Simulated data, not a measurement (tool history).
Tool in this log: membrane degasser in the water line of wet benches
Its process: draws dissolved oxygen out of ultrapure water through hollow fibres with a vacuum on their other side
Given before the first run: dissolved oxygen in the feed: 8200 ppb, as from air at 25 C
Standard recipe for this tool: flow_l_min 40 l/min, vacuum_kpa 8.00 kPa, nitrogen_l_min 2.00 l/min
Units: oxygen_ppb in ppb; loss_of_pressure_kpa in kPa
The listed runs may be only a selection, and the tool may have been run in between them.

run,hour,flow_l_min,vacuum_kpa,nitrogen_l_min,oxygen_ppb,loss_of_pressure_kpa
1,0.0,40,8.00,2.00,211.4,31.97
2,130.9,40,8.57,2.00,234.6,32.11
3,432.3,40,8.57,2.00,235.2,32.23
4,661.4,40,8.57,2.00,235.2,32.17
5,794.2,40,8.00,5.22,88.6,32.07
6,1044.9,40,8.00,5.22,88.2,32.12
7,1267.1,40,8.00,5.22,88.4,32.33
8,1564.2,40,8.00,2.00,210.2,31.96
9,1800.9,40,8.00,2.00,208.3,32.18
# hour 1977.4: vacuum gauge calibrated
10,1977.4,40,8.00,2.00,208.0,32.30
11,2127.9,40,8.00,2.00,208.4,31.89
12,2260.7,40,8.00,2.00,208.6,32.22
13,2448.7,40,8.00,2.00,208.3,32.24
14,2688.4,40,8.00,2.00,207.3,32.04
15,2828.7,40,8.00,2.00,207.6,31.63
16,3126.7,40,8.00,2.00,207.7,31.90
17,3421.2,32,4.94,2.00,62.2,25.50
18,3698.6,38,5.11,0.95,149.0,30.57
19,3867.3,39,8.27,1.03,367.7,31.48
# hour 3895.4: seals of the vacuum lines changed
20,4097.2,43,8.00,2.00,220.1,34.91
21,4231.0,43,8.00,2.00,221.4,34.47
22,4529.4,43,9.41,0.88,539.3,34.42
23,4724.3,40,9.29,2.00,257.7,32.11
24,4969.1,36,5.43,3.75,49.9,29.18
# hour 5143.5: gauge calibrated
25,5190.7,44,8.00,5.76,90.4,35.53
26,5358.9,44,8.00,5.76,90.2,35.44
27,5659.6,40,11.35,1.80,382.8,32.06
28,5884.8,59,18.37,2.00,869.2,47.19
29,6129.7,40,10.52,1.00,555.5,32.07
30,6395.2,40,10.52,1.00,554.3,32.13
31,6612.7,27,17.49,1.19,660.7,21.94
32,6810.8,40,8.06,2.00,211.8,32.18

For some of the steps in oxygen_ppb from one run to the next: how much would appear even if the tool had no hidden state, given the settings, what came in and random variation, and how much remains for the hidden state plus any gauge scatter that the measured result and the result without hidden state don't share?
What the log doesn't record here: membrane still open, %; true pressure behind the membrane over the reading, kPa; air that leaks in behind the membrane, l/min; drift of the gauge itself on oxygen_ppb, %; drift of the gauge itself on loss_of_pressure_kpa, %.
Run 21 -> 22: vacuum_kpa 8.00 -> 9.41, nitrogen_l_min 2.00 -> 0.88. oxygen_ppb +317.9 ppb: hidden state -8.2, all else +326.1.
Run 22 -> 23: flow_l_min 43 -> 40, vacuum_kpa 9.41 -> 9.29, nitrogen_l_min 0.88 -> 2.00. oxygen_ppb -281.6 ppb: hidden state +6.7, all else -288.3.
Run 23 -> 24: flow_l_min 40 -> 36, vacuum_kpa 9.29 -> 5.43, nitrogen_l_min 2.00 -> 3.75. oxygen_ppb -207.8 ppb: hidden state +5.2, all else -213.0.
Run 27 -> 28: flow_l_min 40 -> 59, vacuum_kpa 11.35 -> 18.37, nitrogen_l_min 1.80 -> 2.00. oxygen_ppb +486.4 ppb: hidden state -2.2, all else +488.6.
Run 31 -> 32: flow_l_min 27 -> 40, vacuum_kpa 17.49 -> 8.06, nitrogen_l_min 1.19 -> 2.00. oxygen_ppb -448.9 ppb: hidden state +3.3, all else -452.2.
